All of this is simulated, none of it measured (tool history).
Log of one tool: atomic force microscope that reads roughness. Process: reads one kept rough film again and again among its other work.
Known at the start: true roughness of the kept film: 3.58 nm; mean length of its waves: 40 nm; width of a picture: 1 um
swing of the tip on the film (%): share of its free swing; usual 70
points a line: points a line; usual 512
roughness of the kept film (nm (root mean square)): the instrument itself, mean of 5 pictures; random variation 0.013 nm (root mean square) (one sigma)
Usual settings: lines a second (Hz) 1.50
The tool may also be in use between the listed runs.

run     day  lines a second (Hz)  swing of the tip on the film (%)  points a line  roughness of the kept film (nm (root mean square))
  1   0.000                 1.50                                70            512                                               2.900
  2   1.258                 1.50                                57            512                                               2.956
      2.192  -- new tip fitted
  3   2.575                 1.50                                57            512                                               3.259
  4   4.212                 1.50                                87            512                                               2.819
  5   6.038                 1.50                                87            512                                               2.738
  6   7.879                 1.50                                87            512                                               2.654
  7   8.875                 1.50                                70            512                                               2.852
      9.867  -- new tip fitted
  8  10.488                 1.50                                70            512                                               3.148
  9  11.704                 1.50                                70            512                                               3.066
 10  12.738                 1.50                                70            512                                               3.049
 11  14.279                 1.50                                70            512                                               2.962
 12  15.796                 1.50                                70            689                                               2.891
 13  17.267                 1.50                                70            689                                               2.856
     17.492  -- new tip fitted
 14  18.596                 1.50                                70            689                                               3.113
     18.804  -- height scale calibrated on a step standard
 15  20.029                 0.53                                71            393                                               3.188
 16  21.312                 0.50                                70            351                                               3.119
 17  22.721                 1.33                                61            274                                               2.972
 18  24.025                 1.33                                61            274                                               2.909
     25.138  -- new tip fitted
 19  25.538                 2.53                                63            274                                               3.109
 20  27.404                 1.23                                60            486                                               3.170

Run 21 comes next. What will it give?
 21  29.025                 1.50                                55            512                                                   ?

roughness of the kept film (nm (root mean square)): 3.090
Without the tool's hidden state the same run would have given roughness of the kept film (nm (root mean square)) 3.275.

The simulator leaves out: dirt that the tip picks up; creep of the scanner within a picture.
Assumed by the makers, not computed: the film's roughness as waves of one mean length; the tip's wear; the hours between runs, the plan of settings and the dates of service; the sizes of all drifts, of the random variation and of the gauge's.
